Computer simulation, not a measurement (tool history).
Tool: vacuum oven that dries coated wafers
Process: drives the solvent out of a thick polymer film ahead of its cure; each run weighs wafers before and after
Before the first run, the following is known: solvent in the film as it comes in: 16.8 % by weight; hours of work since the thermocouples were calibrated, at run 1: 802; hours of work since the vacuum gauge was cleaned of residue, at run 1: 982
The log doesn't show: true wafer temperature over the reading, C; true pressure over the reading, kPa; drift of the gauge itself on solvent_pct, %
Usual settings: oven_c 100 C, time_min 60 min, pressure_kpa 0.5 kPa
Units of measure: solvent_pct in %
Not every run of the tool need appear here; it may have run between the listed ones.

run     day  oven_c  time_min  pressure_kpa  hours of work since the thermocouples were calibrated  hours of work since the vacuum gauge was cleaned of residue  solvent_pct
  1       0     100        60           0.5                                                    802                                                          982         3.37
  2    1.65     100        60           0.5                                                    824                                                         1004         3.29
  3   3.783     100        60           0.5                                                    852                                                         1033         3.37
  4   5.075     100        60           0.5                                                    870                                                         1050         3.38
  5   6.279     100        60         0.732                                                    886                                                         1066         3.73
  6   7.908     100        60         0.732                                                    908                                                         1088         3.65
  7   9.921     100        60         0.732                                                    934                                                         1115         3.72
  8  12.417     100        47           0.5                                                    968                                                         1148         4.35
  9  13.971     100        47           0.5                                                    989                                                         1169         4.48
 10  16.346      99        60           0.5                                                   1020                                                         1201         3.78
 11  18.504      99        60           0.5                                                   1049                                                         1230         3.66
 12  20.383     100        32           0.5                                                   1074                                                         1255          6.3
 13  21.788     100        32           0.5                                                   1093                                                         1273         6.28
 14  23.583     100        32           0.5                                                   1117                                                         1297         6.18
 15  25.621     100        35         0.989                                                   1144                                                         1325         6.38
 16  26.996      95        31         0.465                                                   1163                                                         1343         7.72
 17  28.546     105        60         0.355                                                   1184                                                         1364         2.22
 18  30.088     100        74         0.454                                                   1204                                                         1384          2.5
     30.329  -- vacuum gauge cleaned of residue and calibrated
 19  32.625     101        43         0.319                                                   1237                                                           31         4.45
 20  34.521     101        43         0.319                                                   1263                                                           56         4.43
 21  35.571     114       107           0.5                                                   1277                                                           70         0.52
 22    37.9     114       107           0.5                                                   1308                                                          101          0.5
 23  39.083      86        40           0.5                                                   1324                                                          117         8.99
 24    41.3      99        64         0.863                                                   1353                                                          147         3.89
 25      43     103        34         0.483                                                   1376                                                          170         5.13

Consider 5 possible next runs. They are alternatives, not a sequence: every one starts from the tool as it was left by run 25. What does each give?
  A  44.125     103        34         0.424                                                   1391                                                          185            ?
  B  44.125     109        60           0.5                                                   1391                                                          185            ?
  C  44.125     100        95           0.5                                                   1391                                                          185            ?
  D  44.125      94        71           0.3                                                   1391                                                          185            ?
  E  44.125     101        37         1.306                                                   1391                                                          185            ?

run  solvent_pct
  A         4.98
  B         1.47
  C         1.78
  D         3.93
  E          6.2
Had the tool no hidden state, the same runs would have come out as:
run  solvent_pct
  A         5.01
  B         1.48
  C         1.79
  D         3.96
  E         6.24
